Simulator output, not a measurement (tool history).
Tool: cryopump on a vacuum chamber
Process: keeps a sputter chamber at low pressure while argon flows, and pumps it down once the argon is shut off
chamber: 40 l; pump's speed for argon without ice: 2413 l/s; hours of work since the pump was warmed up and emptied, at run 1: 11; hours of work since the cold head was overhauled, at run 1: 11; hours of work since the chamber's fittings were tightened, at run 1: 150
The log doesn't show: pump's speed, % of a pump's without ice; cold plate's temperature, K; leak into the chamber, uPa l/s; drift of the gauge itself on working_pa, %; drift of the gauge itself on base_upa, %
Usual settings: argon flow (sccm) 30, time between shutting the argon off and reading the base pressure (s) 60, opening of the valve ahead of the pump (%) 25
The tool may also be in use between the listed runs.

| run | hour | argon flow (sccm) | time between shutting the argon off and reading the base pressure (s) | opening of the valve ahead of the pump (%) | hours of work since the pump was warmed up and emptied | hours of work since the cold head was overhauled | hours of work since the chamber's fittings were tightened | pressure while argon flows (Pa) | pressure after the wait (uPa) |
|---|---|---|---|---|---|---|---|---|---|
| 1 | 0 | 30 | 60 | 25 | 11 | 11 | 150 | 0.0837 | 0.7 |
| 2 | 16.9 | 26 | 60 | 25 | 18 | 18 | 158 | 0.0732 | 0.74 |
| 3 | 31 | 26 | 60 | 25 | 24 | 24 | 164 | 0.0727 | 0.73 |
| 4 | 55.3 | 26 | 60 | 25 | 35 | 35 | 175 | 0.0729 | 0.75 |
| 5 | 68.8 | 26 | 60 | 25 | 41 | 41 | 181 | 0.0726 | 0.77 |
| 6 | 92.4 | 26 | 60 | 25 | 52 | 52 | 192 | 0.0732 | 0.73 |
| 7 | 112.2 | 26 | 60 | 25 | 61 | 61 | 200 | 0.0731 | 0.8 |
| 8 | 126.7 | 26 | 60 | 25 | 67 | 67 | 207 | 0.0739 | 0.75 |
| 9 | 144.2 | 26 | 60 | 25 | 75 | 75 | 215 | 0.0724 | 0.81 |
| 10 | 169.6 | 30 | 60 | 25 | 86 | 86 | 226 | 0.0846 | 0.77 |
| 11 | 191.3 | 30 | 60 | 25 | 96 | 96 | 236 | 0.0844 | 0.8 |
| 12 | 204.9 | 30 | 21 | 25 | 102 | 102 | 242 | 0.0851 | 1.67 |
| 13 | 224.3 | 30 | 60 | 25 | 111 | 111 | 250 | 0.0843 | 0.82 |
| 14 | 240.8 | 30 | 68 | 25 | 118 | 118 | 258 | 0.0852 | 0.75 |
| 15 | 256.7 | 30 | 68 | 25 | 125 | 125 | 265 | 0.0847 | 0.8 |
| 16 | 277.6 | 30 | 60 | 25 | 134 | 134 | 274 | 0.0854 | 0.83 |
| 17 | 291.9 | 30 | 60 | 25 | 141 | 141 | 280 | 0.0849 | 0.83 |
| 18 | 305.4 | 30 | 60 | 25 | 147 | 147 | 286 | 0.0847 | 0.79 |
| 19 | 328.1 | 30 | 60 | 25 | 157 | 157 | 296 | 0.085 | 0.83 |
| 20 | 344.7 | 30 | 62 | 23 | 164 | 164 | 304 | 0.0924 | 0.81 |
| 21 | 365.8 | 52 | 60 | 45 | 174 | 174 | 313 | 0.0829 | 0.84 |
| 22 | 386.7 | 52 | 60 | 45 | 183 | 183 | 323 | 0.0838 | 0.81 |
| 23 | 405.1 | 28 | 99 | 31 | 191 | 191 | 331 | 0.0647 | 0.67 |
| 24 | 417.5 | 34 | 60 | 25 | 197 | 197 | 336 | 0.098 | 0.88 |
| 25 | 441.3 | 34 | 58 | 55 | 207 | 207 | 347 | 0.0451 | 0.89 |
| 26 | 456 | 41 | 35 | 18 | 214 | 214 | 353 | 0.1619 | 1.22 |
| 27 | 468.6 | 49 | 36 | 21 | 219 | 219 | 359 | 0.1661 | 1.21 |
| 28 | 493 | 34 | 138 | 25 | 230 | 230 | 370 | 0.0968 | 0.62 |
| 29 | 518.3 | 34 | 198 | 25 | 242 | 242 | 381 | 0.0973 | 0.55 |
| 30 | 536.9 | 53 | 52 | 17 | 250 | 250 | 389 | 0.2218 | 1.02 |
| 31 | 562.4 | 24 | 297 | 35 | 261 | 261 | 401 | 0.0497 | 0.54 |
| 32 | 584.1 | 29 | 42 | 16 | 271 | 271 | 410 | 0.1281 | 1.13 |
| 33 | 605.7 | 29 | 114 | 16 | 280 | 280 | 420 | 0.1297 | 0.7 |
| 34 | 622.6 | 29 | 114 | 16 | 288 | 288 | 428 | 0.129 | 0.69 |

Forecast each of these 5 alternatives for the next run:
| A | 639.2 | 30 | 60 | 48 | 295 | 295 | 435 | ? | ? |
| B | 639.2 | 40 | 40 | 55 | 295 | 295 | 435 | ? | ? |
| C | 639.2 | 27 | 25 | 16 | 295 | 295 | 435 | ? | ? |
| D | 639.2 | 51 | 56 | 25 | 295 | 295 | 435 | ? | ? |
| E | 639.2 | 20 | 81 | 15 | 295 | 295 | 435 | ? | ? |

| run | pressure while argon flows (Pa) | pressure after the wait (uPa) |
|---|---|---|
| A | 0.0465 | 0.96 |
| B | 0.0542 | 1.21 |
| C | 0.1197 | 1.63 |
| D | 0.1461 | 0.98 |
| E | 0.0954 | 0.83 |
Without the tool's hidden state the same runs would have given:
| run | pressure while argon flows (Pa) | pressure after the wait (uPa) |
|---|---|---|
| A | 0.0443 | 0.63 |
| B | 0.0511 | 0.88 |
| C | 0.1177 | 1.3 |
| D | 0.1422 | 0.65 |
| E | 0.0938 | 0.5 |
